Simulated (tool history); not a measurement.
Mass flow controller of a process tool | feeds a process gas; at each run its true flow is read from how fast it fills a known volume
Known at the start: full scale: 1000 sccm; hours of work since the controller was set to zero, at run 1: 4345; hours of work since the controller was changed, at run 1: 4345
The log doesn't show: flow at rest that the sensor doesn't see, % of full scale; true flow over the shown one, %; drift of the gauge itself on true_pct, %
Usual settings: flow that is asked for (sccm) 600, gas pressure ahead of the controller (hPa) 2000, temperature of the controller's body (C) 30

| run | hour | flow that is asked for (sccm) | gas pressure ahead of the controller (hPa) | temperature of the controller's body (C) | hours of work since the controller was set to zero | hours of work since the controller was changed | true flow (%) |
|---|---|---|---|---|---|---|---|
| 1 | 0 | 600 | 2000 | 30 | 4345 | 4345 | 97.05 |
| 2 | 465.7 | 600 | 2000 | 39 | 4574 | 4574 | 96.32 |
| 3 | 785.8 | 543 | 2000 | 30 | 4732 | 4732 | 96.6 |
| 4 | 1163.8 | 543 | 1420 | 30 | 4918 | 4918 | 96.55 |
| 5 | 1545 | 543 | 1420 | 30 | 5105 | 5105 | 96.67 |
| 6 | 1854.5 | 543 | 1420 | 39 | 5257 | 5257 | 95.78 |
| 7 | 2303.7 | 600 | 2000 | 36 | 5478 | 5478 | 95.91 |
| 8 | 2512 | 600 | 2000 | 30 | 5581 | 5581 | 96.31 |
| 9 | 2857.3 | 600 | 2000 | 30 | 5750 | 5750 | 96.16 |
| 10 | 3090.8 | 600 | 2000 | 30 | 5865 | 5865 | 96.16 |
| 11 | 3325 | 174 | 2000 | 36 | 5980 | 5980 | 92.8 |
| 12 | 3706.7 | 174 | 2000 | 36 | 6168 | 6168 | 92.67 |
|  | 3728.5 | controller's zero set anew |
|  | 3904.3 | controller exchanged for a calibrated one |
| 13 | 3985.6 | 174 | 2000 | 36 | 40 | 40 | 98.68 |

The next listed run, before its measurement:
| 14 | 4390.1 | 174 | 2480 | 36 | 239 | 239 | ? |

{"run 14": {"true flow (%)": 98.18}}
Without the tool's hidden state the same run would have given true flow (%) 98.69.
